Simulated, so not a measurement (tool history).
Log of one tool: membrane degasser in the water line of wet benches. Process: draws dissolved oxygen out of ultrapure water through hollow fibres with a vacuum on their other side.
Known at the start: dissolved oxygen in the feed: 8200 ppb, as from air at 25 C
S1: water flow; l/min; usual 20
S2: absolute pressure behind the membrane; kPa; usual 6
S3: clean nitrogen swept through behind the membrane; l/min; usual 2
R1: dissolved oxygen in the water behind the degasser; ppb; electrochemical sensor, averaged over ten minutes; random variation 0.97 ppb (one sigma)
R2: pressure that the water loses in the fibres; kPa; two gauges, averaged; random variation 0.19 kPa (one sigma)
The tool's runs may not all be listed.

run,hour,S1,S2,S3,R1,R2
1,0,20,6,2,92.1,36.64
2,55.4,20,6,0.98,152.5,36.67
3,143.5,20,6,0.98,151.5,36.87
4,186.6,20,6,0.98,151.5,37.15
5,248.6,20,6,2,91.5,36.71
6,298.6,20,6,2,90,36.89
7,388.7,20,6,4.06,60.1,36.5
8,460.1,20,6,4.06,59.1,36.87
9,551.5,20,6,4.06,59.3,36.51
10,629.9,20,6.29,2,101.4,36.35
11,723.1,20,6.29,2,98.5,36.24
12,816.5,20,6.29,1.15,145.2,36.68
13,864.1,20,9.93,2,182.9,36.49
14,957.2,20,9.93,2,181,36.29
15,1048.4,20,6,2,92.9,36.71
16,1096.2,20,6,2,91.4,36.26
17,1187.1,15,9.4,5.87,44.7,27.56
18,1257.2,31,9.4,1.09,501.6,55.81
19,1295.8,31,9.4,1.09,497.4,55.89
20,1373,20,6,2.98,71.2,36.27
21,1450.8,20,9.98,5.89,82.8,36.23
22,1507.8,20,9.98,5.89,82.7,36.2
23,1585.3,14,5.19,1.12,60.8,25.45
24,1623.5,14,5.19,1.12,61.7,25.4
25,1669.8,14,5.19,1.12,62.2,25.44
26,1713.3,27,5.19,4.23,123.5,48.51
27,1808.1,27,5.19,4.23,122.9,48.84
28,1889.8,20,6,0.91,160,36.06
29,1971.1,20,6,0.91,158.9,35.96
30,2018.1,20,7.82,1.55,161.5,36.18
31,2091.2,16,7.82,1.55,119.3,28.81

5 ways to go on from here, each from the tool as it stands after run 31. What would each give?
A,2148.6,20,9.21,1.24,?,?
B,2148.6,20,8.46,1.89,?,?
C,2148.6,20,4.91,1.26,?,?
D,2148.6,26,4.13,1.72,?,?
E,2148.6,24,3.62,3.6,?,?

run,R1,R2
A,243.9,35.75
B,154.6,36.01
C,85.9,35.87
D,111.7,46.55
E,64.8,42.73
Without the tool's hidden state the same runs would have given:
run,R1,R2
A,243.7,36.74
B,154.5,37
C,85.8,36.86
D,111.5,47.83
E,64.7,43.91
